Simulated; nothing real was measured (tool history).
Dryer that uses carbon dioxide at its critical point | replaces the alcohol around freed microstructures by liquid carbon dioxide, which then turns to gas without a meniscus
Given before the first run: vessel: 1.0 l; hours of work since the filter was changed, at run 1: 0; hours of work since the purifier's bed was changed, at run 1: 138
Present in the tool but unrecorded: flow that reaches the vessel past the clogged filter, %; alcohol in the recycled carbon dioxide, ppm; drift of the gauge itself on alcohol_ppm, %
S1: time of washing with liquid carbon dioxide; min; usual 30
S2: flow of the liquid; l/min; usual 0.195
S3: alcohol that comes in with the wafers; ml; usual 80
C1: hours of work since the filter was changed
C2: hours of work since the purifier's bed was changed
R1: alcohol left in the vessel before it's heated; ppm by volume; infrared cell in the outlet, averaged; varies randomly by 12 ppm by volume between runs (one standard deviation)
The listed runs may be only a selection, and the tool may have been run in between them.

run 1 day=0.000 | S1=30 S2=0.195 S3=80 | C1=0 C2=138 | R1=724
run 2 day=1.175 | S1=30 S2=0.195 S3=80 | C1=22 C2=160 | R1=734
run 3 day=2.792 | S1=30 S2=0.195 S3=80 | C1=52 C2=191 | R1=792
run 4 day=4.129 | S1=30 S2=0.195 S3=80 | C1=77 C2=216 | R1=792
run 5 day=5.871 | S1=30 S2=0.195 S3=80 | C1=110 C2=248 | R1=861
run 6 day=7.312 | S1=30 S2=0.195 S3=32 | C1=137 C2=275 | R1=394
run 7 day=8.479 | S1=27 S2=0.274 S3=101 | C1=158 C2=297 | R1=381
run 8 day=9.396 | S1=26 S2=0.195 S3=45 | C1=175 C2=314 | R1=972
run 9 day=10.929 | S1=39 S2=0.216 S3=30 | C1=204 C2=342 | R1=117
run 10 day=12.225 | S1=30 S2=0.195 S3=23 | C1=228 C2=367 | R1=328
run 11 day=14.325 | S1=23 S2=0.195 S3=30 | C1=267 C2=406 | R1=1117
run 12 day=15.704 | S1=23 S2=0.195 S3=30 | C1=293 C2=432 | R1=1178

Here are 3 independent what-if runs from the current tool condition. What would each one return?
run A day=16.688 | S1=30 S2=0.275 S3=33 | C1=312 C2=450 | R1=?
run B day=16.688 | S1=31 S2=0.146 S3=80 | C1=312 C2=450 | R1=?
run C day=16.688 | S1=37 S2=0.135 S3=27 | C1=312 C2=450 | R1=?

run=A R1=162
run=B R1=2946
run=C R1=773
Without the tool's unlogged condition, the same runs would have read:
run=A R1=46
run=B R1=2027
run=C R1=474

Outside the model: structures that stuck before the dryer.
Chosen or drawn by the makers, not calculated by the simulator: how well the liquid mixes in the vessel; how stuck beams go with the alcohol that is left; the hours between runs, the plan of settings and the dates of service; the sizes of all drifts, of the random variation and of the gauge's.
